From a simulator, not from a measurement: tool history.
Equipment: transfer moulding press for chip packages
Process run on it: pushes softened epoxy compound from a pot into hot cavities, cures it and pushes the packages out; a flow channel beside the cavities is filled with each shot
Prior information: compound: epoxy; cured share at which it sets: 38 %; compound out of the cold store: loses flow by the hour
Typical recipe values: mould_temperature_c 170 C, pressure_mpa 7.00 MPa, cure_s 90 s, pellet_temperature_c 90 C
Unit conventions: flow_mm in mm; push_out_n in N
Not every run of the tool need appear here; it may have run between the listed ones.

| run | hour | mould_temperature_c | pressure_mpa | cure_s | pellet_temperature_c | incoming compound's hours out of the cold store | flow_mm | push_out_n |
|---|---|---|---|---|---|---|---|---|
| 1 | 0.0 | 170 | 7.00 | 90 | 90 | 33.1 | 879 | 173 |
|  | 5.4 | cavities cleaned with cleaning compound and waxed |
| 2 | 20.7 | 170 | 7.00 | 90 | 90 | 27.8 | 910 | 176 |
| 3 | 43.4 | 178 | 7.00 | 90 | 90 | 27.4 | 885 | 157 |
|  | 51.9 | cavities cleaned with cleaning compound and waxed |
| 4 | 62.3 | 178 | 7.00 | 90 | 90 | 32.4 | 862 | 157 |
| 5 | 81.5 | 170 | 7.00 | 90 | 82 | 41.8 | 847 | 164 |
|  | 99.1 | cavities cleaned with cleaning compound and waxed |
| 6 | 108.1 | 170 | 7.00 | 90 | 82 | 33.6 | 885 | 175 |
| 7 | 127.9 | 170 | 7.00 | 116 | 90 | 30.9 | 900 | 156 |
| 8 | 139.3 | 170 | 7.00 | 116 | 90 | 47.9 | 849 | 161 |
|  | 146.4 | cavities cleaned with cleaning compound and waxed |
| 9 | 159.6 | 170 | 7.00 | 94 | 90 | 47.3 | 847 | 169 |
|  | 166.3 | plunger's sealing rings changed |
| 10 | 180.8 | 170 | 7.00 | 94 | 90 | 40.0 | 877 | 161 |

Consider 4 possible next runs. They are alternatives, not a sequence: every one starts from the tool as it was left by run 10. What does each give?
|  | 196.1 | cavities cleaned with cleaning compound and waxed |
| A | 198.0 | 174 | 7.00 | 90 | 90 | 41.4 | ? | ? |
|  | 196.1 | cavities cleaned with cleaning compound and waxed |
| B | 198.0 | 170 | 7.00 | 93 | 90 | 43.9 | ? | ? |
|  | 196.1 | cavities cleaned with cleaning compound and waxed |
| C | 198.0 | 168 | 6.53 | 90 | 96 | 36.9 | ? | ? |
|  | 196.1 | cavities cleaned with cleaning compound and waxed |
| D | 198.0 | 170 | 7.00 | 94 | 88 | 19.9 | ? | ? |

| run | flow_mm | push_out_n |
|---|---|---|
| A | 836 | 162 |
| B | 856 | 158 |
| C | 862 | 176 |
| D | 935 | 169 |
With no hidden state in the tool, these same runs would have given:
| run | flow_mm | push_out_n |
|---|---|---|
| A | 836 | 162 |
| B | 856 | 158 |
| C | 862 | 175 |
| D | 935 | 169 |

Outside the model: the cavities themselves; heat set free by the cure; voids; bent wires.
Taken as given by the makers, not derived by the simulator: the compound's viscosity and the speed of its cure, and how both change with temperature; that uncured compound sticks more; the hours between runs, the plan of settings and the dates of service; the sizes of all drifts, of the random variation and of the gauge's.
